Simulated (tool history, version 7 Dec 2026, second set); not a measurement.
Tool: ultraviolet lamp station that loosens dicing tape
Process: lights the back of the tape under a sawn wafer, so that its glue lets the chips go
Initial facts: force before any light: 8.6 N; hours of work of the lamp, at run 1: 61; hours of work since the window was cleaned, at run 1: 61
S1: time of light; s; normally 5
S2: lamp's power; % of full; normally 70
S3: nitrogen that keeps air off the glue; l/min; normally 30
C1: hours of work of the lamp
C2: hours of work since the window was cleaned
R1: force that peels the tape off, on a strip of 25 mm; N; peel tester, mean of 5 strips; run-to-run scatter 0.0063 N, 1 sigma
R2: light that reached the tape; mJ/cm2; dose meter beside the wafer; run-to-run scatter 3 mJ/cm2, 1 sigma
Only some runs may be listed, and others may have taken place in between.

run,hour,S1,S2,S3,C1,C2,R1,R2
1,0.0,5,70,30,61,61,0.194,452
2,24.8,6,70,30,75,75,0.123,543
3,52.2,8,70,30,91,91,0.094,737
4,76.1,8,70,30,104,104,0.090,734
5,100.5,8,70,30,118,118,0.085,732
6,122.6,2,70,30,131,131,1.556,186
7,143.5,2,70,30,142,142,1.534,181
8,177.4,2,70,30,162,162,1.541,185
9,206.2,2,70,30,178,178,1.568,180
10,238.0,5,70,30,196,196,0.178,459
11,269.0,5,71,30,214,214,0.193,465
12,294.1,5,70,27,228,228,0.201,455
13,323.8,5,70,27,245,245,0.200,454
14,356.3,5,70,27,263,263,0.202,456
15,382.9,5,70,30,278,278,0.188,453
16,410.5,5,70,30,294,294,0.193,459
17,443.6,5,70,30,313,313,0.185,457
18,461.8,5,70,30,323,323,0.193,457
19,487.9,5,70,30,338,338,0.193,455
20,520.5,5,99,30,357,357,0.086,645
# hour 548.8: window cleaned of glue's vapour
21,548.8,5,99,30,372,0,0.103,643
22,573.0,5,99,30,386,14,0.098,647
23,599.1,5,99,30,401,29,0.091,646
24,626.8,10,67,30,417,44,0.095,872
25,651.7,5,87,22,431,58,0.133,569
26,680.9,5,60,47,447,75,0.222,396
27,696.5,3,60,26,456,84,1.035,233
28,729.4,7,92,30,475,103,0.091,842
29,747.3,4,63,17,485,113,0.604,326
30,775.9,4,63,17,501,129,0.604,330
31,802.7,9,91,30,517,144,0.092,1079
32,828.8,9,91,30,531,159,0.079,1076
33,845.1,7,64,34,541,168,0.095,580
34,867.2,8,63,30,553,181,0.094,650
35,883.2,8,63,30,562,190,0.096,663
36,900.3,8,76,18,572,200,0.086,796
37,921.0,8,76,18,584,211,0.093,790
38,940.6,5,70,55,595,223,0.152,452
39,968.2,9,70,18,611,238,0.097,826
40,999.6,9,70,18,628,256,0.090,813
41,1017.9,9,70,9,639,266,0.102,817
42,1034.0,2,70,30,648,276,1.608,183
43,1065.5,5,70,27,666,293,0.199,456

Take each entry between the runs: how does the hidden state at the last listed run before it differ from the hidden state at the first listed run after it?
In the gap between runs 20 and 21: window cleaned of glue's vapour (hour 548.8)
  nothing in the hidden state changes from one run to the other
